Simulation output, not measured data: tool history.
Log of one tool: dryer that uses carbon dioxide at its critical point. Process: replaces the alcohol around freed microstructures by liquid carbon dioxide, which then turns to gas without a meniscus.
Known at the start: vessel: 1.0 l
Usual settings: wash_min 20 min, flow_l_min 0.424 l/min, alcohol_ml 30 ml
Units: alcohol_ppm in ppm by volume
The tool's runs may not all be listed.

run   hour  wash_min  flow_l_min  alcohol_ml  alcohol_ppm
  1    0.0        20       0.424          30           54
  2   33.4        20       0.424          30           52
  3   51.2        20       0.424          30           48
  4   73.0        20       0.424          30           65
  5   90.2        20       0.614          30           51
  6  112.1        20       0.425          30           57
  7  144.6        20       0.425          30           61
  8  170.2        20       0.425          30           69
  9  200.4        20       0.425          30           74
 10  222.8        20       0.425          30           60
 11  259.6        20       0.425          30           76
 12  277.5        22       0.655          75           61
 13  297.8        20       0.679          30           66
 14  320.6        27       0.541          57           65
 15  354.1        12       0.389         118         1962
 16  374.6        16       0.443          30          122
 17  391.0        19       0.515          30           79
 18  408.9        19       0.515          30           84
 19  448.6        19       0.515          30           70

5 ways to go on from here, each from the tool as it stands after run 19. What would each give?
  A  484.3        29       0.383          23            ?
  B  484.3        20       0.452          45            ?
  C  484.3        27       0.259          43            ?
  D  484.3        25       0.464          30            ?
  E  484.3        14       0.591          25            ?

run  alcohol_ppm
  A           69
  B           97
  C          187
  D           71
  E           93
Without the tool's hidden state the same runs would have given:
run  alcohol_ppm
  A            0
  B           21
  C           76
  D            1
  E           17
